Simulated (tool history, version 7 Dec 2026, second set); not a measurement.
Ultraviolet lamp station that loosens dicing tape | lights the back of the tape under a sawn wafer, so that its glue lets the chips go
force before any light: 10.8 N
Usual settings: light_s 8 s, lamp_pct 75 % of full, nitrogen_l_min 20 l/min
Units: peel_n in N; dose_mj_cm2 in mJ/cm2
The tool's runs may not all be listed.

run	hour	light_s	lamp_pct	nitrogen_l_min	peel_n	dose_mj_cm2
1	0	8	75	20	2.276	323
2	9.8	8	75	20	2.156	322
3	21.2	8	75	20	2.285	322
4	33.1	8	75	40	1.647	324
# hour 49.8: window cleaned of glue's vapour
5	52.5	8	75	40	1.285	369
6	67.8	8	75	40	1.295	359
7	79.9	4	75	40	3.817	178
8	94.1	4	75	40	3.705	179
9	113.8	8	86	20	1.527	399
10	127.3	8	86	20	1.566	395
11	138.4	8	86	20	1.616	391
12	152.3	8	63	20	2.724	286
13	161.2	14	63	20	1.013	498
14	178.2	13	92	34	0.392	666
15	189.8	12	84	25	0.695	550
16	207.7	12	84	25	0.74	540
17	218.7	8	68	20	2.598	291
18	233.6	8	68	20	2.564	287
19	250.3	9	75	17	2.248	351
20	264.6	10	70	29	1.639	357
21	279.3	14	88	9	1.137	617
22	295.6	14	88	7	1.383	615
23	304.7	7	75	7	4.329	257
# hour 316.7: lamp changed
24	324.1	6	74	20	2.364	305

Hidden state or all else? Some run-to-run changes of peel_n, split into what the settings, what came in and random variation would give without the hidden state, and what is left for the hidden state (with any gauge scatter that isn't in both results):
The hidden state here: lamp's light, % of a new lamp's; light that the window lets through, % of a clean one's; drift of the gauge itself on peel_n, %; drift of the gauge itself on dose_mj_cm2, %.
Run 6 -> 7: light_s 8 -> 4. peel_n +2.522 N: hidden state +0.557, all else +1.965.
Run 22 -> 23: light_s 14 -> 7, lamp_pct 88 -> 75. peel_n +2.946 N: hidden state +0.958, all else +1.988.
Run 23 -> 24: light_s 7 -> 6, lamp_pct 75 -> 74, nitrogen_l_min 7 -> 20, lamp changed. peel_n -1.965 N: hidden state -1.345, all else -0.62.
